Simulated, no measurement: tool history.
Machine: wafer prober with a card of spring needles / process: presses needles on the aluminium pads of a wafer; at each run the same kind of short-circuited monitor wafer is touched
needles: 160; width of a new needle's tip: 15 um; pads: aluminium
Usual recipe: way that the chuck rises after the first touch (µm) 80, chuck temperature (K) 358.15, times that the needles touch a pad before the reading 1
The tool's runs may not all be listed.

run,hour,way that the chuck rises after the first touch (µm),chuck temperature (K),times that the needles touch a pad before the reading,resistance of one needle with its contact and lead (mohm),way that a needle slides on the pad (µm)
1,0.0,80,358.15,1,180,20.81
2,25.2,72,358.15,1,169,18.67
3,40.7,72,358.15,1,189,18.62
4,56.5,72,370.15,1,186,18.62
5,75.1,63,358.15,1,188,16.26
6,97.3,63,358.15,1,198,16.20
7,111.3,63,358.15,1,209,16.19
8,123.0,63,358.15,1,178,16.17
9,137.7,63,358.15,1,200,16.17
10,156.5,63,358.15,1,192,16.11
11,179.4,80,358.15,1,186,20.55
12,198.8,80,358.15,1,185,20.53
13,211.2,80,358.15,1,189,20.51
14,225.9,82,358.15,1,179,20.88
15,250.9,82,358.15,1,181,20.84
16,268.3,68,389.15,2,195,17.16
17,279.4,68,301.15,2,181,17.15
18,290.1,68,301.15,2,178,17.15
19,313.1,66,367.15,1,179,16.59
20,336.2,66,367.15,1,190,16.56
21,357.2,66,387.15,1,196,17.23
22,371.7,80,324.15,1,185,20.86
23,390.8,80,324.15,1,182,20.82
24,405.2,64,317.15,1,179,16.64
25,428.5,76,318.15,1,184,19.76
26,446.0,83,304.15,1,169,21.56
27,457.9,83,304.15,1,176,21.56
28,475.6,80,379.15,2,186,20.75
29,492.9,80,379.15,2,172,20.71

Missing from the log above: 52 entries noted between runs. For each, name the pair of listed runs it sits between and say how the tool's hidden condition differs from the listed run just before to the listed run just after:
Run 1 -> run 2: tips cleaned on abrasive film (hour 4.4); tips cleaned on abrasive film (hour 15.3); tips cleaned on abrasive film (hour 25.2)
  debris on the tips, nm: 36.6 -> 2.9; way that the needles fall short of the set height, um: 0.49 -> 0.64; tips' diameter, um: 15.64 -> 15.7
  what was measured, less what the result would be without the hidden state, resistance of one needle with its contact and lead (mohm): +17 -> +3; way that a needle slides on the pad (µm): -0.13 -> -0.16
Run 2 -> run 3: tips cleaned on abrasive film (hour 34.5)
  debris on the tips, nm: 2.9 -> 41.1; way that the needles fall short of the set height, um: 0.64 -> 0.68; tips' diameter, um: 15.7 -> 15.71
  what was measured, less what the result would be without the hidden state, resistance of one needle with its contact and lead (mohm): +3 -> +23; way that a needle slides on the pad (µm): -0.16 -> -0.18
Run 3 -> run 4: tips cleaned on abrasive film (hour 44.0); tips cleaned on abrasive film (hour 53.3)
  debris on the tips, nm: 41.1 -> 28.4; way that the needles fall short of the set height, um: 0.68 -> 0.79; tips' diameter, um: 15.71 -> 15.75
  what was measured, less what the result would be without the hidden state, resistance of one needle with its contact and lead (mohm): +23 -> +16; way that a needle slides on the pad (µm): -0.18 -> -0.20
Run 4 -> run 5: tips cleaned on abrasive film (hour 63.2); tips cleaned on abrasive film (hour 72.4)
  debris on the tips, nm: 28.4 -> 23.3; way that the needles fall short of the set height, um: 0.79 -> 0.87; tips' diameter, um: 15.75 -> 15.78
  what was measured, less what the result would be without the hidden state, resistance of one needle with its contact and lead (mohm): +16 -> +18; way that a needle slides on the pad (µm): -0.20 -> -0.23
Run 5 -> run 6: tips cleaned on abrasive film (hour 82.8); tips cleaned on abrasive film (hour 93.7)
  debris on the tips, nm: 23.3 -> 33.6; way that the needles fall short of the set height, um: 0.87 -> 0.97; tips' diameter, um: 15.78 -> 15.81
  what was measured, less what the result would be without the hidden state, resistance of one needle with its contact and lead (mohm): +18 -> +26; way that a needle slides on the pad (µm): -0.23 -> -0.26
Run 6 -> run 7: tips cleaned on abrasive film (hour 102.8)
  debris on the tips, nm: 33.6 -> 50; way that the needles fall short of the set height, um: 0.97 -> 1.01; tips' diameter, um: 15.81 -> 15.83
  what was measured, less what the result would be without the hidden state, resistance of one needle with its contact and lead (mohm): +26 -> +37; way that a needle slides on the pad (µm): -0.26 -> -0.27
Run 7 -> run 8: tips cleaned on abrasive film (hour 113.5); tips cleaned on abrasive film (hour 122.8)
  debris on the tips, nm: 50 -> 4.2; way that the needles fall short of the set height, um: 1.01 -> 1.1; tips' diameter, um: 15.83 -> 15.86
  what was measured, less what the result would be without the hidden state, resistance of one needle with its contact and lead (mohm): +37 -> +5; way that a needle slides on the pad (µm): -0.27 -> -0.28
Run 8 -> run 9: tips cleaned on abrasive film (hour 132.3)
  debris on the tips, nm: 4.2 -> 38.9; way that the needles fall short of the set height, um: 1.1 -> 1.16; tips' diameter, um: 15.86 -> 15.88
  what was measured, less what the result would be without the hidden state, resistance of one needle with its contact and lead (mohm): +5 -> +30; way that a needle slides on the pad (µm): -0.28 -> -0.30
Run 9 -> run 10: tips cleaned on abrasive film (hour 142.3); tips cleaned on abrasive film (hour 153.1)
  debris on the tips, nm: 38.9 -> 29.6; way that the needles fall short of the set height, um: 1.16 -> 1.26; tips' diameter, um: 15.88 -> 15.91
  what was measured, less what the result would be without the hidden state, resistance of one needle with its contact and lead (mohm): +30 -> +23; way that a needle slides on the pad (µm): -0.30 -> -0.33
Run 10 -> run 11: tips cleaned on abrasive film (hour 162.6); tips cleaned on abrasive film (hour 173.1)
  debris on the tips, nm: 29.6 -> 43.7; way that the needles fall short of the set height, um: 1.26 -> 1.35; tips' diameter, um: 15.91 -> 15.95
  what was measured, less what the result would be without the hidden state, resistance of one needle with its contact and lead (mohm): +23 -> +22; way that a needle slides on the pad (µm): -0.33 -> -0.35
Run 11 -> run 12: tips cleaned on abrasive film (hour 183.5); tips cleaned on abrasive film (hour 194.3)
  debris on the tips, nm: 43.7 -> 37.5; way that the needles fall short of the set height, um: 1.35 -> 1.46; tips' diameter, um: 15.95 -> 15.98
  what was measured, less what the result would be without the hidden state, resistance of one needle with its contact and lead (mohm): +22 -> +20; way that a needle slides on the pad (µm): -0.35 -> -0.39
Run 12 -> run 13: tips cleaned on abrasive film (hour 204.2)
  debris on the tips, nm: 37.5 -> 44.7; way that the needles fall short of the set height, um: 1.46 -> 1.52; tips' diameter, um: 15.98 -> 16
  what was measured, less what the result would be without the hidden state, resistance of one needle with its contact and lead (mohm): +20 -> +23; way that a needle slides on the pad (µm): -0.39 -> -0.39
Run 13 -> run 14: tips cleaned on abrasive film (hour 213.5); tips cleaned on abrasive film (hour 223.1); height of the first contact set anew (hour 224.4)
  debris on the tips, nm: 44.7 -> 22.7; way that the needles fall short of the set height, um: 1.52 -> 2.11; tips' diameter, um: 16 -> 16.03
  what was measured, less what the result would be without the hidden state, resistance of one needle with its contact and lead (mohm): +23 -> +13; way that a needle slides on the pad (µm): -0.39 -> -0.55
Run 14 -> run 15: tips cleaned on abrasive film (hour 233.6); tips cleaned on abrasive film (hour 244.0)
  debris on the tips, nm: 22.7 -> 44.4; way that the needles fall short of the set height, um: 2.11 -> 2.19; tips' diameter, um: 16.03 -> 16.06
  what was measured, less what the result would be without the hidden state, resistance of one needle with its contact and lead (mohm): +13 -> +22; way that a needle slides on the pad (µm): -0.55 -> -0.58
Run 15 -> run 16: tips cleaned on abrasive film (hour 253.2); tips cleaned on abrasive film (hour 263.1)
  debris on the tips, nm: 44.4 -> 39.4; way that the needles fall short of the set height, um: 2.19 -> 2.3; tips' diameter, um: 16.06 -> 16.1
  what was measured, less what the result would be without the hidden state, resistance of one needle with its contact and lead (mohm): +22 -> +18; way that a needle slides on the pad (µm): -0.58 -> -0.60
Run 16 -> run 17: tips cleaned on abrasive film (hour 272.9)
  debris on the tips, nm: 39.4 -> 45.7; way that the needles fall short of the set height, um: 2.3 -> 2.34; tips' diameter, um: 16.1 -> 16.11
  what was measured, less what the result would be without the hidden state, resistance of one needle with its contact and lead (mohm): +18 -> +22; way that a needle slides on the pad (µm): -0.60 -> -0.61
Run 17 -> run 18: tips cleaned on abrasive film (hour 283.0)
  debris on the tips, nm: 45.7 -> 46.2; way that the needles fall short of the set height, um: 2.34 -> 2.38; tips' diameter, um: 16.11 -> 16.13
  what was measured, less what the result would be without the hidden state, resistance of one needle with its contact and lead (mohm): +22 -> +22; way that a needle slides on the pad (µm): -0.61 -> -0.62
Run 18 -> run 19: tips cleaned on abrasive film (hour 292.4); tips cleaned on abrasive film (hour 303.4); tips cleaned on abrasive film (hour 313.1)
  debris on the tips, nm: 46.2 -> 4.5; way that the needles fall short of the set height, um: 2.38 -> 2.53; tips' diameter, um: 16.13 -> 16.18
  what was measured, less what the result would be without the hidden state, resistance of one needle with its contact and lead (mohm): +22 -> +6; way that a needle slides on the pad (µm): -0.62 -> -0.66
Run 19 -> run 20: tips cleaned on abrasive film (hour 323.9); tips cleaned on abrasive film (hour 334.1)
  debris on the tips, nm: 4.5 -> 21.4; way that the needles fall short of the set height, um: 2.53 -> 2.63; tips' diameter, um: 16.18 -> 16.21
  what was measured, less what the result would be without the hidden state, resistance of one needle with its contact and lead (mohm): +6 -> +18; way that a needle slides on the pad (µm): -0.66 -> -0.69
Run 20 -> run 21: tips cleaned on abrasive film (hour 343.9); height of the first contact set anew, once more (hour 349.5); tips cleaned on abrasive film (hour 353.4)
  debris on the tips, nm: 21.4 -> 27.7; way that the needles fall short of the set height, um: 2.63 -> 0.05; tips' diameter, um: 16.21 -> 16.25
  what was measured, less what the result would be without the hidden state, resistance of one needle with its contact and lead (mohm): +18 -> +20; way that a needle slides on the pad (µm): -0.69 -> -0.01
Run 21 -> run 22: tips cleaned on abrasive film (hour 364.1)
  debris on the tips, nm: 27.7 -> 49.3; way that the needles fall short of the set height, um: 0.05 -> 0.1; tips' diameter, um: 16.25 -> 16.27
  what was measured, less what the result would be without the hidden state, resistance of one needle with its contact and lead (mohm): +20 -> +26; way that a needle slides on the pad (µm): -0.01 -> -0.03
Run 22 -> run 23: tips cleaned on abrasive film (hour 374.5); tips cleaned on abrasive film (hour 384.0)
  debris on the tips, nm: 49.3 -> 43.4; way that the needles fall short of the set height, um: 0.1 -> 0.2; tips' diameter, um: 16.27 -> 16.3
  what was measured, less what the result would be without the hidden state, resistance of one needle with its contact and lead (mohm): +26 -> +23; way that a needle slides on the pad (µm): -0.03 -> -0.05
Run 23 -> run 24: tips cleaned on abrasive film (hour 393.1); tips cleaned on abrasive film (hour 402.5)
  debris on the tips, nm: 43.4 -> 23.2; way that the needles fall short of the set height, um: 0.2 -> 0.29; tips' diameter, um: 16.3 -> 16.33
  what was measured, less what the result would be without the hidden state, resistance of one needle with its contact and lead (mohm): +23 -> +19; way that a needle slides on the pad (µm): -0.05 -> -0.08
Run 24 -> run 25: tips cleaned on abrasive film (hour 412.3); tips cleaned on abrasive film (hour 421.4)
  debris on the tips, nm: 23.2 -> 45.6; way that the needles fall short of the set height, um: 0.29 -> 0.38; tips' diameter, um: 16.33 -> 16.37
  what was measured, less what the result would be without the hidden state, resistance of one needle with its contact and lead (mohm): +19 -> +27; way that a needle slides on the pad (µm): -0.08 -> -0.10
Run 25 -> run 26: tips cleaned on abrasive film (hour 430.6); tips cleaned on abrasive film (hour 441.5)
  debris on the tips, nm: 45.6 -> 30.9; way that the needles fall short of the set height, um: 0.38 -> 0.46; tips' diameter, um: 16.37 -> 16.4
  what was measured, less what the result would be without the hidden state, resistance of one needle with its contact and lead (mohm): +27 -> +16; way that a needle slides on the pad (µm): -0.10 -> -0.12
Run 26 -> run 27: tips cleaned on abrasive film (hour 451.0)
  debris on the tips, nm: 30.9 -> 42.7; way that the needles fall short of the set height, um: 0.46 -> 0.5; tips' diameter, um: 16.4 -> 16.41
  what was measured, less what the result would be without the hidden state, resistance of one needle with its contact and lead (mohm): +16 -> +22; way that a needle slides on the pad (µm): -0.12 -> -0.13
Run 27 -> run 28: tips cleaned on abrasive film (hour 460.2); tips cleaned on abrasive film (hour 470.1)
  debris on the tips, nm: 42.7 -> 39.7; way that the needles fall short of the set height, um: 0.5 -> 0.61; tips' diameter, um: 16.41 -> 16.45
  what was measured, less what the result would be without the hidden state, resistance of one needle with its contact and lead (mohm): +22 -> +14; way that a needle slides on the pad (µm): -0.13 -> -0.16
Run 28 -> run 29: tips cleaned on abrasive film (hour 480.3); tips cleaned on abrasive film (hour 491.6)
  debris on the tips, nm: 39.7 -> 14.4; way that the needles fall short of the set height, um: 0.61 -> 0.7; tips' diameter, um: 16.45 -> 16.48
  what was measured, less what the result would be without the hidden state, resistance of one needle with its contact and lead (mohm): +14 -> +7; way that a needle slides on the pad (µm): -0.16 -> -0.18

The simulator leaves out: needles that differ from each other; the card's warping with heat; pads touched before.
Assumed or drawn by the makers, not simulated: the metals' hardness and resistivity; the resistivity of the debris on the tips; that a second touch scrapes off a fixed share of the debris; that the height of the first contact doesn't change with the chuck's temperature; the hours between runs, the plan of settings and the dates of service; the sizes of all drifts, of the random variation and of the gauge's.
